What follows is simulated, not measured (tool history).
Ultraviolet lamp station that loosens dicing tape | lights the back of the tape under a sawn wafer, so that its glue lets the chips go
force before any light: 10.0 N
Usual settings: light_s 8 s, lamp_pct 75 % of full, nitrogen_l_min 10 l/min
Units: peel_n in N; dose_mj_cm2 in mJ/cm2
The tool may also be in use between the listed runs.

Run 1, hour 0: usual settings. Result: peel_n 0.574 N, dose_mj_cm2 237 mJ/cm2.
Run 2, hour 46.3: usual settings. Result: peel_n 0.544 N, dose_mj_cm2 237 mJ/cm2.
Run 3, hour 81.3: usual settings. Result: peel_n 0.553 N, dose_mj_cm2 240 mJ/cm2.
Run 4, hour 120.2: usual settings. Result: peel_n 0.568 N, dose_mj_cm2 239 mJ/cm2.
Run 5, hour 162.6: usual settings. Result: peel_n 0.55 N, dose_mj_cm2 236 mJ/cm2.
Run 6, hour 202.6: usual settings. Result: peel_n 0.564 N, dose_mj_cm2 236 mJ/cm2.
Run 7, hour 238.3: usual settings. Result: peel_n 0.565 N, dose_mj_cm2 237 mJ/cm2.
Run 8, hour 264.8: usual settings. Result: peel_n 0.554 N, dose_mj_cm2 239 mJ/cm2.
Run 9, hour 292.7: usual settings. Result: peel_n 0.558 N, dose_mj_cm2 241 mJ/cm2.
Run 10, hour 316.8: usual settings but light_s 10 s. Result: peel_n 0.322 N, dose_mj_cm2 296 mJ/cm2.
Run 11, hour 364.6: usual settings but light_s 10 s. Result: peel_n 0.324 N, dose_mj_cm2 302 mJ/cm2.
Run 12, hour 414.6: usual settings but light_s 10 s. Result: peel_n 0.319 N, dose_mj_cm2 296 mJ/cm2.
At hour 418.2: window cleaned of glue's vapour.
Run 13, hour 461.1: usual settings but lamp_pct 89 % of full. Result: peel_n 0.355 N, dose_mj_cm2 283 mJ/cm2.
Run 14, hour 496.4: usual settings but lamp_pct 89 % of full. Result: peel_n 0.363 N, dose_mj_cm2 283 mJ/cm2.
Run 15, hour 527.9: usual settings but lamp_pct 89 % of full. Result: peel_n 0.344 N, dose_mj_cm2 280 mJ/cm2.
Run 16, hour 579.6: usual settings but light_s 9 s. Result: peel_n 0.433 N, dose_mj_cm2 266 mJ/cm2.
Run 17, hour 612.2: usual settings but light_s 9 s. Result: peel_n 0.415 N, dose_mj_cm2 269 mJ/cm2.
Run 18, hour 646.4: usual settings but light_s 9 s. Result: peel_n 0.424 N, dose_mj_cm2 271 mJ/cm2.
Run 19, hour 687.7: usual settings but light_s 9 s. Result: peel_n 0.431 N, dose_mj_cm2 267 mJ/cm2.
Run 20, hour 732.6: usual settings but light_s 9 s. Result: peel_n 0.423 N, dose_mj_cm2 268 mJ/cm2.
Run 21, hour 761.9: usual settings but light_s 9 s. Result: peel_n 0.409 N, dose_mj_cm2 267 mJ/cm2.
Run 22, hour 791: usual settings but lamp_pct 70 % of full. Result: peel_n 0.664 N, dose_mj_cm2 219 mJ/cm2.
Run 23, hour 814.5: usual settings but light_s 5 s, nitrogen_l_min 6 l/min. Result: peel_n 2.143 N, dose_mj_cm2 147 mJ/cm2.
Run 24, hour 853.5: usual settings but light_s 12 s, nitrogen_l_min 8 l/min. Result: peel_n 0.244 N, dose_mj_cm2 360 mJ/cm2.
Run 25, hour 893.5: usual settings but light_s 6 s. Result: peel_n 1.095 N, dose_mj_cm2 181 mJ/cm2.
Run 26, hour 930: usual settings but light_s 6 s. Result: peel_n 1.084 N, dose_mj_cm2 177 mJ/cm2.
At hour 973.7: window cleaned of glue's vapour.
Run 27, hour 982: usual settings but light_s 6 s. Result: peel_n 1.095 N, dose_mj_cm2 175 mJ/cm2.
Run 28, hour 1028.1: usual settings but light_s 6 s. Result: peel_n 1.067 N, dose_mj_cm2 175 mJ/cm2.
Run 29, hour 1057.7: usual settings but light_s 6 s. Result: peel_n 1.024 N, dose_mj_cm2 177 mJ/cm2.
Run 30, hour 1078.9: usual settings but light_s 4 s, lamp_pct 86 % of full, nitrogen_l_min 4 l/min. Result: peel_n 2.913 N, dose_mj_cm2 136 mJ/cm2.
Run 31, hour 1114.3: usual settings but light_s 11 s, lamp_pct 64 % of full. Result: peel_n 0.383 N, dose_mj_cm2 280 mJ/cm2.
Run 32, hour 1158.7: usual settings but light_s 10 s, lamp_pct 77 % of full, nitrogen_l_min 4 l/min. Result: peel_n 0.722 N, dose_mj_cm2 304 mJ/cm2.
Run 33, hour 1197.1: usual settings but light_s 10 s, lamp_pct 77 % of full, nitrogen_l_min 4 l/min. Result: peel_n 0.729 N, dose_mj_cm2 303 mJ/cm2.
Run 34, hour 1223.2: usual settings but lamp_pct 90 % of full, nitrogen_l_min 6 l/min. Result: peel_n 0.569 N, dose_mj_cm2 284 mJ/cm2.
Run 35, hour 1270.2: usual settings but lamp_pct 90 % of full, nitrogen_l_min 6 l/min. Result: peel_n 0.547 N, dose_mj_cm2 286 mJ/cm2.
Run 36, hour 1321.4: usual settings but light_s 13 s, nitrogen_l_min 13 l/min. Result: peel_n 0.154 N, dose_mj_cm2 387 mJ/cm2.
Run 37, hour 1370.9: usual settings but light_s 6 s, lamp_pct 73 % of full, nitrogen_l_min 7 l/min. Result: peel_n 1.467 N, dose_mj_cm2 170 mJ/cm2.
Run 38, hour 1416.6: usual settings but light_s 6 s, lamp_pct 73 % of full, nitrogen_l_min 7 l/min. Result: peel_n 1.565 N, dose_mj_cm2 174 mJ/cm2.
Run 39, hour 1455.5: usual settings but light_s 6 s, lamp_pct 73 % of full, nitrogen_l_min 8 l/min. Result: peel_n 1.298 N, dose_mj_cm2 172 mJ/cm2.
Run 40, hour 1486: usual settings but light_s 6 s, lamp_pct 73 % of full, nitrogen_l_min 8 l/min. Result: peel_n 1.361 N, dose_mj_cm2 171 mJ/cm2.
At hour 1528.7: window cleaned of glue's vapour.
Run 41, hour 1536.4: usual settings but light_s 15 s, lamp_pct 98 % of full, nitrogen_l_min 6 l/min. Result: peel_n 0.135 N, dose_mj_cm2 586 mJ/cm2.
Run 42, hour 1574.4: usual settings but light_s 5 s, lamp_pct 88 % of full. Result: peel_n 1.165 N, dose_mj_cm2 174 mJ/cm2.
At hour 1579.9: lamp changed.
Run 43, hour 1617.7: usual settings but light_s 5 s, lamp_pct 88 % of full. Result: peel_n 1.106 N, dose_mj_cm2 174 mJ/cm2.

4 ways to go on from here, each from the tool as it stands after run 43. What would each give?
Run A, hour 1660.6: usual settings but light_s 5 s, lamp_pct 67 % of full, nitrogen_l_min 7 l/min. Result: peel_n ?, dose_mj_cm2 ?.
Run B, hour 1660.6: usual settings but light_s 5 s, lamp_pct 63 % of full, nitrogen_l_min 17 l/min. Result: peel_n ?, dose_mj_cm2 ?.
Run C, hour 1660.6: usual settings but light_s 9 s, lamp_pct 88 % of full. Result: peel_n ?, dose_mj_cm2 ?.
Run D, hour 1660.6: usual settings but lamp_pct 82 % of full, nitrogen_l_min 18 l/min. Result: peel_n ?, dose_mj_cm2 ?.

run  peel_n  dose_mj_cm2
  A   2.282          136
  B    1.55          126
  C   0.282          317
  D   0.276          263
Without the tool's hidden state the same runs would have given:
run  peel_n  dose_mj_cm2
  A    2.28          136
  B   1.549          126
  C   0.282          317
  D   0.276          263

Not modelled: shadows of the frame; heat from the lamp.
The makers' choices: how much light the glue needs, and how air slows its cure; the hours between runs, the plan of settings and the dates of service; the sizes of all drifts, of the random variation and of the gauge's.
